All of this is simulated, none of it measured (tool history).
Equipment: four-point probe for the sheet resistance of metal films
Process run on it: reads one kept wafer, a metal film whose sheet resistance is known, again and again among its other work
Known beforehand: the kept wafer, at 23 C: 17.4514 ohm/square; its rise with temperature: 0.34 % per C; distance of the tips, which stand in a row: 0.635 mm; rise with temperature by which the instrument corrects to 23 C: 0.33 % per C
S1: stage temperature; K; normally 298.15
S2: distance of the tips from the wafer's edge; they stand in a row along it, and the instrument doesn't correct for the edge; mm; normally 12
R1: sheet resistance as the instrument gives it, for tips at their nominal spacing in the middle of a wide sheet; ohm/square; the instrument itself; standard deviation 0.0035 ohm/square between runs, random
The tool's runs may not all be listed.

run 1 hour=0.0 | S1=298.15 S2=12 | R1=17.595281
run 2 hour=7.4 | S1=298.15 S2=12 | R1=17.594306
run 3 hour=21.7 | S1=298.15 S2=12 | R1=17.593083
run 4 hour=33.0 | S1=298.15 S2=12 | R1=17.595601
run 5 hour=39.3 | S1=298.15 S2=12 | R1=17.595757
run 6 hour=53.9 | S1=298.15 S2=12 | R1=17.592910
run 7 hour=67.2 | S1=298.15 S2=12 | R1=17.594673
run 8 hour=79.7 | S1=298.15 S2=12 | R1=17.595040
run 9 hour=92.6 | S1=298.15 S2=12 | R1=17.593177
run 10 hour=104.1 | S1=294.15 S2=12 | R1=17.585947
-- hour=105.3 stage's thermometer calibrated
run 11 hour=116.4 | S1=294.15 S2=12 | R1=17.590338
run 12 hour=123.9 | S1=294.15 S2=8 | R1=17.621860
run 13 hour=132.0 | S1=292.15 S2=65 | R1=17.563865
run 14 hour=138.3 | S1=299.15 S2=32 | R1=17.581916
run 15 hour=144.9 | S1=295.15 S2=31 | R1=17.573930
-- hour=150.3 stage's thermometer calibrated, once more
run 16 hour=157.7 | S1=295.15 S2=31 | R1=17.547910
run 17 hour=171.7 | S1=295.15 S2=31 | R1=17.552733
run 18 hour=186.3 | S1=305.15 S2=9 | R1=17.622347
run 19 hour=193.8 | S1=305.15 S2=9 | R1=17.620827
run 20 hour=204.6 | S1=304.15 S2=4 | R1=17.803693
run 21 hour=218.3 | S1=304.15 S2=4 | R1=17.809136

Each row is a separate what-if for the run after 21, all from the same tool condition, not one after another. Results?
run A hour=228.4 | S1=306.15 S2=12 | R1=?
run B hour=228.4 | S1=303.15 S2=12 | R1=?
run C hour=228.4 | S1=302.15 S2=16 | R1=?
run D hour=228.4 | S1=292.15 S2=11 | R1=?
run E hour=228.4 | S1=291.15 S2=4 | R1=?

run=A R1=17.604935
run=B R1=17.592666
run=C R1=17.581527
run=D R1=17.569396
run=E R1=17.775127
Without the tool's unlogged condition, the same runs would have read:
run=A R1=17.503733
run=B R1=17.491526
run=C R1=17.480444
run=D R1=17.468361
run=E R1=17.672998
